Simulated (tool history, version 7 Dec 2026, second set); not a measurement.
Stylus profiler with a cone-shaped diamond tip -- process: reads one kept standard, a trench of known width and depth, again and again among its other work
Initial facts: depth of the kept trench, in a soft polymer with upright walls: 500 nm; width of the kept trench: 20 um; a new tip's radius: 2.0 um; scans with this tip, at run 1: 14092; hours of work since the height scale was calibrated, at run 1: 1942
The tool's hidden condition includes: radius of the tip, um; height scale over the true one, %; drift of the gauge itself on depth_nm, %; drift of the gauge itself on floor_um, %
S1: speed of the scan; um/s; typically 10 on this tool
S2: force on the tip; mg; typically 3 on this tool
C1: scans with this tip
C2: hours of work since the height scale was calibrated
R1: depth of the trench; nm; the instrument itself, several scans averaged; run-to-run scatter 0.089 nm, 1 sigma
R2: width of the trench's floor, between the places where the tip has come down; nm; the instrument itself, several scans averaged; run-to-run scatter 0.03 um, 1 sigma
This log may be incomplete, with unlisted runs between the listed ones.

Run 1, hour 0: usual settings; C1 14092; C2 1942. Result: R1 503.96 nm, R2 16040 nm.
Run 2, hour 86.4: usual settings; C1 14369; C2 1980. Result: R1 503.69 nm, R2 16000 nm.
Run 3, hour 170.6: usual settings; C1 14638; C2 2017. Result: R1 503.79 nm, R2 15980 nm.
Run 4, hour 223.2: usual settings; C1 14807; C2 2040. Result: R1 503.74 nm, R2 16010 nm.
Run 5, hour 275.5: usual settings; C1 14974; C2 2063. Result: R1 503.75 nm, R2 15990 nm.
Run 6, hour 353.5: usual settings but S2 3.58 mg; C1 15224; C2 2097. Result: R1 504.26 nm, R2 15960 nm.
Run 7, hour 405.2: usual settings but S2 2.9 mg; C1 15389; C2 2120. Result: R1 503.51 nm, R2 15950 nm.
Run 8, hour 463.2: usual settings but S1 20 um/s; C1 15575; C2 2146. Result: R1 503.72 nm, R2 15890 nm.
Run 9, hour 527.6: usual settings but S1 30 um/s; C1 15781; C2 2174. Result: R1 503.51 nm, R2 15890 nm.
Run 10, hour 589.8: usual settings; C1 15980; C2 2202. Result: R1 503.58 nm, R2 15940 nm.
Run 11, hour 708.2: usual settings but S1 37 um/s; C1 16359; C2 2254. Result: R1 503.38 nm, R2 15770 nm.
Run 12, hour 797.6: usual settings but S1 31 um/s; C1 16645; C2 2293. Result: R1 503.64 nm, R2 15840 nm.
Run 13, hour 902.8: usual settings but S1 31 um/s; C1 16981; C2 2340. Result: R1 503.52 nm, R2 15840 nm.
Run 14, hour 954.9: usual settings but S1 31 um/s; C1 17148; C2 2363. Result: R1 503.77 nm, R2 15730 nm.
At hour 996.9: height scale calibrated on a step standard.
Run 15, hour 1062: usual settings but S1 31 um/s; C1 17490; C2 29. Result: R1 505.37 nm, R2 15710 nm.
Run 16, hour 1111.8: usual settings; C1 17649; C2 51. Result: R1 505.4 nm, R2 15770 nm.
Run 17, hour 1184.7: usual settings; C1 17882; C2 83. Result: R1 505.23 nm, R2 15730 nm.
Run 18, hour 1250.5: usual settings; C1 18093; C2 112. Result: R1 505.38 nm, R2 15760 nm.
Run 19, hour 1315.2: usual settings; C1 18300; C2 140. Result: R1 505.33 nm, R2 15750 nm.
Run 20, hour 1424.3: usual settings; C1 18649; C2 188. Result: R1 505.26 nm, R2 15720 nm.
Run 21, hour 1527.3: usual settings but S2 2.55 mg; C1 18979; C2 234. Result: R1 504.79 nm, R2 15660 nm.
Run 22, hour 1641.9: usual settings but S2 2.55 mg; C1 19345; C2 284. Result: R1 504.45 nm, R2 15650 nm.
Run 23, hour 1730.3: usual settings but S2 2.55 mg; C1 19628; C2 323. Result: R1 504.57 nm, R2 15610 nm.
Run 24, hour 1840.5: usual settings; C1 19981; C2 372. Result: R1 505.24 nm, R2 15650 nm.
Run 25, hour 1922.4: usual settings but S1 24 um/s, S2 7.9 mg; C1 20243; C2 408. Result: R1 509.77 nm, R2 15590 nm.
Run 26, hour 2003.3: usual settings but S1 24 um/s, S2 7.9 mg; C1 20502; C2 444. Result: R1 509.68 nm, R2 15580 nm.
Run 27, hour 2089.3: usual settings but S1 19 um/s, S2 1.19 mg; C1 20777; C2 482. Result: R1 502.59 nm, R2 15560 nm.
Run 28, hour 2168: usual settings but S1 3 um/s, S2 3.68 mg; C1 21029; C2 516. Result: R1 505.77 nm, R2 15560 nm.
Run 29, hour 2257.1: usual settings but S1 12 um/s; C1 21314; C2 556. Result: R1 504.81 nm, R2 15500 nm.
Run 30, hour 2321.9: usual settings but S1 3 um/s, S2 1.05 mg; C1 21522; C2 584. Result: R1 502.53 nm, R2 15510 nm.
Run 31, hour 2441.2: usual settings but S1 20 um/s, S2 2.17 mg; C1 21903; C2 637. Result: R1 503.79 nm, R2 15470 nm.
Run 32, hour 2531.5: usual settings but S1 13 um/s, S2 3.74 mg; C1 22192; C2 677. Result: R1 505.73 nm, R2 15480 nm.
Run 33, hour 2612.8: usual settings but S1 13 um/s, S2 3.74 mg; C1 22453; C2 713. Result: R1 505.74 nm, R2 15420 nm.
Run 34, hour 2724.5: usual settings but S1 28 um/s, S2 1.6 mg; C1 22810; C2 762. Result: R1 503.07 nm, R2 15400 nm.
Run 35, hour 2803.2: usual settings but S1 3 um/s, S2 1.67 mg; C1 23062; C2 796. Result: R1 503.18 nm, R2 15380 nm.
Run 36, hour 2899.8: usual settings but S1 3 um/s, S2 1.67 mg; C1 23371; C2 839. Result: R1 502.92 nm, R2 15410 nm.
Run 37, hour 2975: usual settings but S1 38 um/s, S2 1.62 mg; C1 23612; C2 872. Result: R1 502.95 nm, R2 15270 nm.
Run 38, hour 3062.5: usual settings but S1 8 um/s, S2 2.09 mg; C1 23892; C2 911. Result: R1 503.51 nm, R2 15380 nm.
Run 39, hour 3115: usual settings but S1 6 um/s, S2 2.1 mg; C1 24060; C2 934. Result: R1 503.48 nm, R2 15300 nm.
Run 40, hour 3190.2: usual settings but S1 6 um/s, S2 2.1 mg; C1 24301; C2 967. Result: R1 503.57 nm, R2 15360 nm.
Run 41, hour 3279.3: usual settings but S1 6 um/s, S2 2.1 mg; C1 24586; C2 1006. Result: R1 503.45 nm, R2 15290 nm.
Run 42, hour 3354.2: usual settings but S1 4 um/s, S2 5.32 mg; C1 24825; C2 1039. Result: R1 506.8 nm, R2 15290 nm.
At hour 3363.8: new tip fitted, height scale calibrated.
Run 43, hour 3460.4: usual settings but S1 4 um/s, S2 5.32 mg; C1 309; C2 43. Result: R1 507.33 nm, R2 17370 nm.
Run 44, hour 3508.4: usual settings but S1 4 um/s, S2 5.32 mg; C1 462; C2 64. Result: R1 507.31 nm, R2 17350 nm.
Run 45, hour 3576: usual settings but S1 4 um/s, S2 5.32 mg; C1 679; C2 94. Result: R1 507.05 nm, R2 17300 nm.
Run 46, hour 3645.4: usual settings but S1 2 um/s, S2 1.27 mg; C1 901; C2 124. Result: R1 502.59 nm, R2 17270 nm.
Run 47, hour 3707: usual settings but S1 2 um/s, S2 1.27 mg; C1 1098; C2 151. Result: R1 502.56 nm, R2 17260 nm.

Each row is a separate what-if for the run after 47, all from the same tool condition, not one after another. Results?
Run A, hour 3784: usual settings but S1 12 um/s, S2 2.88 mg; C1 1345; C2 185. Result: R1 ?, R2 ?.
Run B, hour 3784: usual settings but S2 2.28 mg; C1 1345; C2 185. Result: R1 ?, R2 ?.
Run C, hour 3784: usual settings but S1 4 um/s, S2 1.2 mg; C1 1345; C2 185. Result: R1 ?, R2 ?.

run      R1     R2
  A  504.63  17250
  B  503.75  17220
  C  502.49  17230
Without the tool's unlogged condition, the same runs would have read:
run      R1     R2
  A  504.99  17360
  B  504.11  17330
  C  502.85  17340
